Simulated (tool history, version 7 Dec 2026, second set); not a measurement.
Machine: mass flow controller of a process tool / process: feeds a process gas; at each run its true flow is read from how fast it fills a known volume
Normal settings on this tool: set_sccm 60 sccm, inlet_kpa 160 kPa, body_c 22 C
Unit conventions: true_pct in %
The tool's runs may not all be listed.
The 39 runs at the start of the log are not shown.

run,day,set_sccm,inlet_kpa,body_c,hours of work since the controller was set to zero,hours of work since the controller was changed,true_pct
40,246.525,42,275,27,5642,5642,98.2
41,253.921,77,275,34,5758,5758,99.5
42,261.975,77,275,34,5884,5884,99.47
43,267.45,76,160,22,5969,5969,100.5
44,271.358,76,271,34,6030,6030,99.51
45,275.475,76,271,34,6094,6094,99.48
46,279.379,26,271,25,6155,6155,96.4
47,285.808,26,271,25,6256,6256,96.38
48,290.996,93,239,37,6337,6337,99.92

3 options for the next run, each taken on its own from the tool as it stands now. Forecast them:
A,299.279,84,269,22,6466,6466,?
B,299.279,45,204,22,6466,6466,?
C,299.279,60,160,37,6466,6466,?

run,true_pct
A,101.16
B,98.77
C,98.34
What these runs would have given with no unlogged condition in the tool:
run,true_pct
A,100
B,98.72
C,97.69
